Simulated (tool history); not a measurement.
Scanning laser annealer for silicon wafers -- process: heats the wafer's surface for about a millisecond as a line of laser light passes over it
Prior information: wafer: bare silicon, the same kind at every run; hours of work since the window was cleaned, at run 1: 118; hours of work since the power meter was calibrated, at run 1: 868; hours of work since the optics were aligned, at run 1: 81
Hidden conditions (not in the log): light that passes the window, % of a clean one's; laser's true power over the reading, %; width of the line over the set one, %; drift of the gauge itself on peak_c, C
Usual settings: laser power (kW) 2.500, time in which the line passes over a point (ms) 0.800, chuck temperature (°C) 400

run	hour	laser power (kW)	time in which the line passes over a point (ms)	chuck temperature (°C)	hours of work since the window was cleaned	hours of work since the power meter was calibrated	hours of work since the optics were aligned	highest temperature of the surface (°C)
1	0.0	2.500	0.800	400	118	868	81	1095
2	33.5	2.500	0.800	400	140	891	104	1092
3	61.2	2.500	0.800	400	159	910	122	1093
4	97.4	2.542	0.800	400	184	934	147	1108
5	127.1	2.500	0.800	400	204	954	167	1091
6	147.1	2.608	0.800	400	217	968	180	1124
7	172.8	2.608	0.800	400	234	985	198	1121
8	191.2	2.427	0.927	375	247	997	210	1097
# hour 198.5: optics aligned, line set to its width
9	216.3	2.427	0.927	375	260	1011	12	1093
10	241.7	2.162	0.814	380	278	1028	29	962
11	267.9	2.162	0.814	380	295	1046	47	961
12	300.6	2.162	0.814	380	317	1068	69	959

What does the tool deliver on the next run?
13	320.2	2.500	0.938	428	331	1081	82	?

highest temperature of the surface (°C): 1171
On a tool with no hidden condition, and with the same random variation, this run would have come out at highest temperature of the surface (°C) 1211.
